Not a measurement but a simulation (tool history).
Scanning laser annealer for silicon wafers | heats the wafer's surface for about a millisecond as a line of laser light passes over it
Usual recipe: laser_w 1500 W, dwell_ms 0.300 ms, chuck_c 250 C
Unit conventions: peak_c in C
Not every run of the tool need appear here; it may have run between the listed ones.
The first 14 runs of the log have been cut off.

run   hour  laser_w  dwell_ms  chuck_c  peak_c
 15  224.3     1500     0.300      243    1067
 16  234.9     1500     0.300      250    1071
 17  247.2     1461     0.300      250    1049
 18  263.7     1461     0.300      250    1050
 19  273.8     1461     0.300      250    1053
 20  295.6     1461     0.300      250    1048
 21  310.0     1634     0.324      253    1184
 22  324.2     1500     0.213      225     925
 23  333.5     1583     0.322      280    1178
 24  352.8     1641     0.298      226    1126
 25  372.9     1641     0.298      226    1121
     379.8  -- optics aligned, line set to its width
 26  390.8     1357     0.252      250     932
 27  401.4     1371     0.330      250    1030
 28  412.1     1316     0.272      261     941
 29  423.1     1316     0.272      261     941
 30  445.0     1316     0.272      261     940
 31  457.6     1316     0.272      279     959
 32  479.2     1430     0.275      284    1027
     485.7  -- optics aligned, line set to its width, once more
 33  497.8     1430     0.275      284    1034
 34  512.4     1507     0.233      238     972
 35  531.9     1507     0.233      238     972
 36  551.4     1519     0.220      234     953

Alternative continuations, all from the tool just after run 36; predict every row:
  A  564.8     1282     0.300      214       ?
  B  564.8     1430     0.300      286       ?
  C  564.8     1519     0.297      252       ?

run  peak_c
  A     911
  B    1066
  C    1077
Without the tool's unlogged condition, the same runs would have read:
run  peak_c
  A     928
  B    1086
  C    1098

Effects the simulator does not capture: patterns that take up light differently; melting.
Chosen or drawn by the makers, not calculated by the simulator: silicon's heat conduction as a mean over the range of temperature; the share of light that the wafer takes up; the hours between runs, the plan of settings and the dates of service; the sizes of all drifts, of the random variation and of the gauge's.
